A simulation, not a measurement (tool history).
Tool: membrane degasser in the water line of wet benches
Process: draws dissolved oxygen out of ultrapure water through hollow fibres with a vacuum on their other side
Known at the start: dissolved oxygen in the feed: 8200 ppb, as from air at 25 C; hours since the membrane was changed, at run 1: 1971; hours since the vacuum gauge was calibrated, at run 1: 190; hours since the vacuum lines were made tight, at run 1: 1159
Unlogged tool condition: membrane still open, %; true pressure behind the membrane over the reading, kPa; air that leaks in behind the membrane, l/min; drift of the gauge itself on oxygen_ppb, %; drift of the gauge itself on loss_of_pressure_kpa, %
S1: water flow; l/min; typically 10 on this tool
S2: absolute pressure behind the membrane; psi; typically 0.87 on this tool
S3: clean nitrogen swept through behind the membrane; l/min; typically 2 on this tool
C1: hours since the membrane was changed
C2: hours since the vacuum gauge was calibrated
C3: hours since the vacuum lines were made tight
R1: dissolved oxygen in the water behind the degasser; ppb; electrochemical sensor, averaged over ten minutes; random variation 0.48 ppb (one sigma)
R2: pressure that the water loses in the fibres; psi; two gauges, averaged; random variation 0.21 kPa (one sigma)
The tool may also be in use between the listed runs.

run 1 hour=0 | S1=10 S2=0.87 S3=2 | C1=1971 C2=190 C3=1159 | R1=38.7 R2=7.071
run 2 hour=86.5 | S1=12 S2=0.87 S3=2 | C1=2057 C2=276 C3=1246 | R1=50.7 R2=8.512
run 3 hour=262.6 | S1=12 S2=0.87 S3=2 | C1=2233 C2=452 C3=1422 | R1=51.3 R2=8.533
run 4 hour=413.4 | S1=12 S2=0.87 S3=2 | C1=2384 C2=603 C3=1573 | R1=51.4 R2=8.572
run 5 hour=554.8 | S1=7 S2=0.87 S3=2 | C1=2525 C2=744 C3=1714 | R1=25.4 R2=4.97
run 6 hour=681.5 | S1=10 S2=0.87 S3=1.68 | C1=2652 C2=871 C3=1841 | R1=45.5 R2=7.095
run 7 hour=829.7 | S1=10 S2=0.87 S3=1.68 | C1=2800 C2=1019 C3=1989 | R1=46.5 R2=7.197
run 8 hour=984.3 | S1=10 S2=0.87 S3=1.42 | C1=2955 C2=1174 C3=2144 | R1=54 R2=7.108
run 9 hour=1104.8 | S1=10 S2=0.87 S3=1.42 | C1=3075 C2=1294 C3=2264 | R1=53.7 R2=7.12
run 10 hour=1211.2 | S1=10 S2=0.87 S3=2 | C1=3182 C2=1401 C3=2371 | R1=39.6 R2=7.172
run 11 hour=1308.9 | S1=10 S2=0.87 S3=2 | C1=3279 C2=1499 C3=2468 | R1=39.9 R2=7.187
run 12 hour=1459.8 | S1=10 S2=0.87 S3=2 | C1=3430 C2=1649 C3=2619 | R1=40.1 R2=7.174
run 13 hour=1634.5 | S1=10 S2=0.87 S3=2 | C1=3605 C2=1824 C3=2794 | R1=39.9 R2=7.152
run 14 hour=1717.4 | S1=10 S2=0.87 S3=5.88 | C1=3688 C2=1907 C3=2877 | R1=17.3 R2=7.198
run 15 hour=1809.9 | S1=10 S2=0.87 S3=5.88 | C1=3780 C2=2000 C3=2969 | R1=17.3 R2=7.162
run 16 hour=1899.7 | S1=10 S2=0.87 S3=5.88 | C1=3870 C2=2089 C3=3059 | R1=17.4 R2=7.205
run 17 hour=2045.7 | S1=10 S2=0.87 S3=5.88 | C1=4016 C2=2235 C3=3205 | R1=17.1 R2=7.181
run 18 hour=2169.3 | S1=10 S2=0.87 S3=1.2 | C1=4140 C2=2359 C3=3329 | R1=63.4 R2=7.166
run 19 hour=2293.8 | S1=10 S2=0.73 S3=1.72 | C1=4264 C2=2483 C3=3453 | R1=32.5 R2=7.163
run 20 hour=2463.8 | S1=6 S2=0.87 S3=2 | C1=4434 C2=2653 C3=3623 | R1=23.9 R2=4.311
-- hour=2477.7 vacuum gauge calibrated
run 21 hour=2550.4 | S1=6 S2=0.87 S3=2 | C1=4520 C2=73 C3=3709 | R1=24 R2=4.305
run 22 hour=2679 | S1=6 S2=0.87 S3=2.37 | C1=4649 C2=201 C3=3838 | R1=20.9 R2=4.312
run 23 hour=2805.6 | S1=6 S2=1.092 S3=2 | C1=4776 C2=328 C3=3964 | R1=35.1 R2=4.341
run 24 hour=2954.8 | S1=15 S2=1.83 S3=4.35 | C1=4925 C2=477 C3=4114 | R1=107 R2=10.769
run 25 hour=3041.1 | S1=15 S2=1.83 S3=4.35 | C1=5011 C2=563 C3=4200 | R1=107.2 R2=10.815
run 26 hour=3182.6 | S1=11 S2=0.87 S3=2.58 | C1=5153 C2=705 C3=4341 | R1=39 R2=7.934
run 27 hour=3261.4 | S1=14 S2=0.592 S3=4.08 | C1=5231 C2=784 C3=4420 | R1=28.9 R2=10.1
-- hour=3308.9 vacuum gauge calibrated, once more
run 28 hour=3377.1 | S1=6 S2=1.469 S3=5.07 | C1=5347 C2=68 C3=4535 | R1=21.8 R2=4.329
run 29 hour=3525.1 | S1=6 S2=1.469 S3=5.07 | C1=5495 C2=216 C3=4683 | R1=21.6 R2=4.292

Run 30, settings as shown, results not yet in. Your forecast:
run 30 hour=3626.7 | S1=10 S2=1.487 S3=3.3 | C1=5596 C2=318 C3=4785 | R1=? R2=?

R1: 60.1 ppb
R2: 7.19 psi
On a tool with no hidden condition, and with the same random variation, this run would have come out at R1 57.4 ppb, R2 7.013 psi.

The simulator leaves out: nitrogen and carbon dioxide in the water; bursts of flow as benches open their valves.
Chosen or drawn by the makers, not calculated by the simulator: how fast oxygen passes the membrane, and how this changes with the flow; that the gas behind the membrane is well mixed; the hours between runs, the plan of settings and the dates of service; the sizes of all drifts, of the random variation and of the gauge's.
